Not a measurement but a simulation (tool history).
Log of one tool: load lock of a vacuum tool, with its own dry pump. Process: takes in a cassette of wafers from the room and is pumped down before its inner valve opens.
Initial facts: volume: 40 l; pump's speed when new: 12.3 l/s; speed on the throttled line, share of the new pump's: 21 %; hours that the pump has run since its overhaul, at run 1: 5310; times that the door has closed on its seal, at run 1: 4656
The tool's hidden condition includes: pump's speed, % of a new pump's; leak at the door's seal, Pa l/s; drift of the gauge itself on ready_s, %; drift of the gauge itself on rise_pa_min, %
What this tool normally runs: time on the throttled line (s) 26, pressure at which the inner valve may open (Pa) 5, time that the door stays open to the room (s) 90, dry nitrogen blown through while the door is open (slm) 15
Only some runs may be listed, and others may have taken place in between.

run	hour	time on the throttled line (s)	pressure at which the inner valve may open (Pa)	time that the door stays open to the room (s)	dry nitrogen blown through while the door is open (slm)	hours that the pump has run since its overhaul	times that the door has closed on its seal	incoming humidity of the room's air, %	time from the closed door until the inner valve may open (s)	rise of the pressure with all valves shut (Pa/min)
1	0.0	26	5	90	15	5310	4656	45.0	55.9	0.042
2	100.1	26	6	90	15	5410	5067	46.8	56.0	0.049
3	184.9	26	5	90	5	5495	5415	47.2	56.4	0.059
4	285.0	42	5	90	15	5595	5826	46.4	68.6	0.051
5	454.4	26	5	90	15	5764	6521	43.4	56.9	0.049
6	637.7	26	5	90	15	5947	7273	46.7	56.3	0.058
7	757.3	26	5	90	15	6067	7764	46.5	56.6	0.058
8	950.3	26	7	90	15	6260	8556	45.4	55.1	0.057
9	1104.8	26	7	90	15	6415	9190	42.8	55.5	0.063
10	1246.2	26	7	90	5	6556	9770	41.8	55.1	0.078
11	1392.1	26	7	90	5	6702	10369	41.1	55.7	0.077
12	1521.1	26	5	90	15	6831	10898	44.1	57.5	0.072
13	1701.0	26	5	90	15	7011	11636	44.2	58.0	0.075
14	1892.5	26	5	90	15	7202	12422	45.8	57.3	0.084
15	2057.6	26	6	90	15	7367	13099	46.5	56.1	0.088
16	2187.4	26	6	90	15	7497	13632	46.3	56.8	0.088
17	2285.5	26	5	90	15	7595	14035	46.3	58.3	0.089
18	2422.9	26	5	90	15	7733	14598	42.3	57.8	0.086
19	2537.1	26	5	90	15	7847	15067	49.5	58.4	0.098
20	2693.2	26	5	90	15	8003	15707	46.6	58.6	0.101
21	2846.0	26	5	90	15	8156	16334	42.9	58.7	0.104
22	2957.8	26	7	58	15	8268	16793	43.3	56.5	0.106
23	3038.6	26	5	90	8	8348	17125	43.6	58.5	0.118
24	3219.2	32	4	90	26	8529	17866	43.2	63.7	0.113
25	3366.2	22	5	90	16	8676	18469	46.5	55.8	0.118
26	3508.6	22	5	90	16	8818	19053	43.9	55.4	0.121
27	3682.2	26	5	90	19	8992	19766	46.5	58.8	0.129
28	3857.5	52	9	90	15	9167	20485	44.4	76.6	0.136
29	3961.9	26	5	172	15	9272	20913	46.3	58.4	0.147
30	4121.3	26	5	172	15	9431	21568	44.4	59.0	0.153
31	4263.9	13	5	47	15	9574	22152	45.6	49.8	0.139
32	4448.1	40	6	99	11	9758	22908	44.9	68.9	0.163
33	4570.7	40	6	99	11	9880	23411	43.8	68.5	0.163
34	4733.7	40	6	99	7	10043	24080	43.5	68.6	0.165
35	4828.2	17	5	90	45	10138	24468	45.2	52.6	0.151
36	5007.2	17	5	90	45	10317	25202	43.5	53.2	0.165
37	5092.2	30	5	90	10	10402	25551	49.2	62.0	0.180

Table of differences, measured result less the result of that run with no hidden state. Run-to-run variation is the same in both. Gauge scatter possibly is not:
run	time from the closed door until the inner valve may open (s)	rise of the pressure with all valves shut (Pa/min)
1	+2.9	+0.020
2	+2.9	+0.021
3	+3.0	+0.023
4	+2.7	+0.024
5	+3.2	+0.028
6	+3.3	+0.031
7	+3.4	+0.033
8	+3.3	+0.036
9	+3.4	+0.040
10	+3.5	+0.044
11	+3.6	+0.046
12	+3.9	+0.050
13	+4.0	+0.052
14	+4.0	+0.058
15	+4.0	+0.062
16	+4.1	+0.064
17	+4.4	+0.068
18	+4.5	+0.070
19	+4.6	+0.075
20	+4.8	+0.079
21	+4.9	+0.082
22	+4.6	+0.087
23	+4.9	+0.088
24	+5.0	+0.093
25	+5.4	+0.098
26	+5.4	+0.102
27	+5.4	+0.107
28	+4.0	+0.112
29	+5.6	+0.114
30	+5.7	+0.119
31	+6.4	+0.127
32	+5.1	+0.133
33	+5.2	+0.137
34	+5.2	+0.139
35	+6.6	+0.142
36	+6.8	+0.152
37	+6.2	+0.152
